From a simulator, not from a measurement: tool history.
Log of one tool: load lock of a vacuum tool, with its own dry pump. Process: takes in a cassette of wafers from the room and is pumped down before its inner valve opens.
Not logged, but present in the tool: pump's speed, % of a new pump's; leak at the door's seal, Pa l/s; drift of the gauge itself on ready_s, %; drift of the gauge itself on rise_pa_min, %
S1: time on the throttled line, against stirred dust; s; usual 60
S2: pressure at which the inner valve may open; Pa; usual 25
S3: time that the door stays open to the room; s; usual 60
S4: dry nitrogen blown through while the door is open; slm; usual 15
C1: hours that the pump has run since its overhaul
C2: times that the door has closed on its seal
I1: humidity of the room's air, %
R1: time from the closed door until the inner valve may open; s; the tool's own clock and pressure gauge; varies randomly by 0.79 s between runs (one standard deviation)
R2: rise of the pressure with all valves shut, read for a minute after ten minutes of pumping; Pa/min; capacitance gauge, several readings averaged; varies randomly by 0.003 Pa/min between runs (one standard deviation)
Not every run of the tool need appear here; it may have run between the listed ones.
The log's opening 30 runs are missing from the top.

{"run": 31, "hour": 10135.8, "S1": 43, "S2": 47, "S3": 60, "S4": 17, "C1": 3976, "C2": 46884, "I1": 46.0, "R1": 106.7, "R2": 0.34}
{"run": 32, "hour": 10405.4, "S1": 43, "S2": 47, "S3": 60, "S4": 17, "C1": 4246, "C2": 47328, "I1": 40.7, "R1": 108.1, "R2": 0.342}
{"run": 33, "hour": 10715.4, "S1": 70, "S2": 47, "S3": 60, "S4": 33, "C1": 4556, "C2": 47838, "I1": 47.1, "R1": 129.9, "R2": 0.343}
{"run": 34, "hour": 11063.2, "S1": 106, "S2": 30, "S3": 60, "S4": 7, "C1": 4904, "C2": 48411, "I1": 42.6, "R1": 161.1, "R2": 0.359}
{"run": 35, "hour": 11488.3, "S1": 106, "S2": 30, "S3": 60, "S4": 7, "C1": 5329, "C2": 49111, "I1": 44.1, "R1": 159.5, "R2": 0.371}
{"run": 36, "hour": 11830.3, "S1": 60, "S2": 25, "S3": 49, "S4": 9, "C1": 5671, "C2": 49675, "I1": 42.2, "R1": 129.9, "R2": 0.375}
{"run": 37, "hour": 12254.2, "S1": 60, "S2": 49, "S3": 60, "S4": 7, "C1": 6095, "C2": 50373, "I1": 45.6, "R1": 122.6, "R2": 0.382}
{"run": 38, "hour": 12465.2, "S1": 60, "S2": 49, "S3": 60, "S4": 7, "C1": 6306, "C2": 50720, "I1": 45.8, "R1": 122.9, "R2": 0.401}

What if the next run were any one of these 3? Each begins from the tool's condition after run 38:
{"run": "A", "hour": 12838.5, "S1": 60, "S2": 25, "S3": 60, "S4": 13, "C1": 6679, "C2": 51335, "I1": 43.1, "R1": "?", "R2": "?"}
{"run": "B", "hour": 12838.5, "S1": 60, "S2": 19, "S3": 60, "S4": 15, "C1": 6679, "C2": 51335, "I1": 50.8, "R1": "?", "R2": "?"}
{"run": "C", "hour": 12838.5, "S1": 100, "S2": 49, "S3": 126, "S4": 7, "C1": 6679, "C2": 51335, "I1": 44.5, "R1": "?", "R2": "?"}

run=A R1=131.2 R2=0.394
run=B R1=133.9 R2=0.395
run=C R1=152.9 R2=0.434
Stripped of hidden state, with their random variation kept, the same runs would have yielded:
run=A R1=121.4 R2=0.031
run=B R1=123.7 R2=0.032
run=C R1=145.5 R2=0.067
